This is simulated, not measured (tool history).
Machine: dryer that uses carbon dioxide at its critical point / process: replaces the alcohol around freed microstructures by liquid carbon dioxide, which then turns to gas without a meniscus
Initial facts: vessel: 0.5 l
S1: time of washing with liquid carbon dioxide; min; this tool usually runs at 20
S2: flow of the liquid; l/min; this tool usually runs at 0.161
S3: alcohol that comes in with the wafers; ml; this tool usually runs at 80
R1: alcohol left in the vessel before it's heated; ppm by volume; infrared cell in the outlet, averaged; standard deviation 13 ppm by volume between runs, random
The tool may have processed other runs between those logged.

| run | hour | S1 | S2 | S3 | R1 |
|---|---|---|---|---|---|
| 1 | 0.0 | 20 | 0.161 | 80 | 909 |
| 2 | 17.0 | 20 | 0.161 | 80 | 930 |
| 3 | 29.9 | 20 | 0.136 | 80 | 2021 |
| 4 | 47.3 | 20 | 0.161 | 80 | 973 |
| 5 | 56.7 | 20 | 0.161 | 80 | 994 |
| 6 | 71.8 | 14 | 0.209 | 97 | 1942 |
| 7 | 84.4 | 26 | 0.121 | 97 | 1259 |
| 8 | 97.5 | 26 | 0.106 | 97 | 2319 |
| 9 | 111.4 | 26 | 0.106 | 97 | 2290 |
| 10 | 120.9 | 26 | 0.106 | 97 | 2331 |

3 ways to go on from here, each from the tool as it stands after run 10. What would each give?
| A | 137.7 | 26 | 0.123 | 97 | ? |
| B | 137.7 | 26 | 0.226 | 61 | ? |
| C | 137.7 | 20 | 0.161 | 97 | ? |

| run | R1 |
|---|---|
| A | 1239 |
| B | 68 |
| C | 1266 |
Take away the tool's hidden state, keep each run's random variation, and the runs would have read:
| run | R1 |
|---|---|
| A | 974 |
| B | 13 |
| C | 1002 |
